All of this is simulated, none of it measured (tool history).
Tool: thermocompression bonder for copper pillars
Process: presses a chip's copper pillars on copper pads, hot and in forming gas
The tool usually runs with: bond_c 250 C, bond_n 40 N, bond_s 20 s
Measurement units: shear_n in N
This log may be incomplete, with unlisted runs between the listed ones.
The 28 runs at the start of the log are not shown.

run,hour,bond_c,bond_n,bond_s,shear_n
29,203.2,270,35,21,56.9
30,211.2,270,35,21,57
31,218.4,270,35,21,57.2
32,228.8,234,35,15,29.3
33,236.2,225,27,14,19.2
34,245.5,250,40,16,43
35,250.3,237,46,36,53.5
36,260.4,237,46,36,54.5

Consider 3 possible next runs. They are alternatives, not a sequence: every one starts from the tool as it was left by run 36. What does each give?
A,270.2,264,59,28,?
B,270.2,237,25,58,?
C,270.2,227,25,36,?

run,shear_n
A,80.1
B,41
C,27.3
The same runs, with their run-to-run variation unchanged, on a tool lacking any hidden condition would have given:
run,shear_n
A,87.4
B,46.9
C,31.8

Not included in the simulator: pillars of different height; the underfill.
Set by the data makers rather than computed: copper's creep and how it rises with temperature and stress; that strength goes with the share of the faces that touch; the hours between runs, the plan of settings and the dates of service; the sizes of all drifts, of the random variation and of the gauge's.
